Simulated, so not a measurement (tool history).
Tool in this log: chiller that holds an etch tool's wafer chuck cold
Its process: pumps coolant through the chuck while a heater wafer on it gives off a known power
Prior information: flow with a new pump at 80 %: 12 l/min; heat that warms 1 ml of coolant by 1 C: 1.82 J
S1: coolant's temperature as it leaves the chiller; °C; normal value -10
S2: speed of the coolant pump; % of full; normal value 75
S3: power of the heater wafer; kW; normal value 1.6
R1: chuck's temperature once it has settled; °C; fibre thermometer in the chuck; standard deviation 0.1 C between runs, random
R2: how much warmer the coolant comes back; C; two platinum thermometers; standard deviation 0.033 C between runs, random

run 1 day=0 | S1=-10 S2=75 S3=1.6 | R1=2.9 R2=5.2
run 2 day=3.446 | S1=-3 S2=75 S3=1.6 | R1=10 R2=5.19
run 3 day=5.696 | S1=-3 S2=75 S3=1.6 | R1=10.1 R2=5.24
run 4 day=7.642 | S1=-10 S2=98 S3=1.6 | R1=1.1 R2=3.92
run 5 day=9.904 | S1=-10 S2=98 S3=1.6 | R1=1.1 R2=3.94
run 6 day=13.017 | S1=-10 S2=98 S3=1.488 | R1=0.3 R2=3.69
run 7 day=16.483 | S1=-15 S2=75 S3=1.6 | R1=-1.7 R2=5.33
run 8 day=18.429 | S1=-10 S2=75 S3=1.6 | R1=3.2 R2=5.29
run 9 day=21.921 | S1=-10 S2=75 S3=1.6 | R1=3.3 R2=5.29
run 10 day=24.838 | S1=-14 S2=75 S3=1.6 | R1=-0.7 R2=5.36
run 11 day=26.904 | S1=-2 S2=75 S3=1.6 | R1=11.3 R2=5.31
run 12 day=29.317 | S1=-10 S2=75 S3=1.6 | R1=3.4 R2=5.35
run 13 day=32.462 | S1=-10 S2=75 S3=1.6 | R1=3.4 R2=5.36
run 14 day=35.012 | S1=-16 S2=75 S3=1.6 | R1=-2.6 R2=5.39
run 15 day=37.867 | S1=-16 S2=75 S3=1.6 | R1=-2.5 R2=5.42
run 16 day=41.575 | S1=-16 S2=75 S3=1.6 | R1=-2.4 R2=5.52
run 17 day=45.358 | S1=-10 S2=75 S3=1.6 | R1=3.7 R2=5.45
-- day=45.733 coolant pump overhauled
run 18 day=48.883 | S1=-10 S2=60 S3=1.146 | R1=1.7 R2=5.28
run 19 day=51.129 | S1=-10 S2=94 S3=1.6 | R1=2.5 R2=4.58
run 20 day=54.075 | S1=-12 S2=75 S3=2.054 | R1=6.8 R2=7.54
run 21 day=57.462 | S1=-12 S2=75 S3=2.054 | R1=6.9 R2=7.56
run 22 day=59.375 | S1=-10 S2=69 S3=1.6 | R1=5.2 R2=6.45
run 23 day=62.775 | S1=-10 S2=99 S3=1.6 | R1=2.3 R2=4.41
run 24 day=64.483 | S1=-10 S2=99 S3=1.6 | R1=2.5 R2=4.41
run 25 day=66.512 | S1=-10 S2=75 S3=0.804 | R1=-2.9 R2=3.01
-- day=68.217 coolant pump overhauled, once more
run 26 day=70.033 | S1=-10 S2=75 S3=1.869 | R1=5.3 R2=5.57
run 27 day=73.733 | S1=-1 S2=75 S3=1.6 | R1=12.2 R2=4.76
run 28 day=77.517 | S1=-18 S2=66 S3=1.398 | R1=-5.5 R2=4.79
run 29 day=79.283 | S1=-18 S2=91 S3=1.398 | R1=-8 R2=3.41
-- day=80.112 coolant changed, channels flushed
run 30 day=82.375 | S1=-18 S2=91 S3=1.398 | R1=-9.2 R2=3.44
run 31 day=86.175 | S1=-10 S2=70 S3=1.6 | R1=2 R2=5.13
run 32 day=89.05 | S1=-10 S2=68 S3=0.963 | R1=-2.8 R2=3.23
run 33 day=91.667 | S1=-14 S2=99 S3=0.97 | R1=-8.2 R2=2.17

Here are 3 independent what-if runs from the current tool condition. What would each one return?
run A day=95.467 | S1=-1 S2=85 S3=2.198 | R1=? R2=?
run B day=95.467 | S1=-16 S2=61 S3=1.6 | R1=? R2=?
run C day=95.467 | S1=-4 S2=88 S3=2.045 | R1=? R2=?

run=A R1=14 R2=5.92
run=B R1=-2.6 R2=6.14
run=C R1=9.9 R2=5.29
Stripped of hidden state, with their random variation kept, the same runs would have yielded:
run=A R1=14 R2=5.72
run=B R1=-2.5 R2=5.94
run=C R1=9.9 R2=5.12
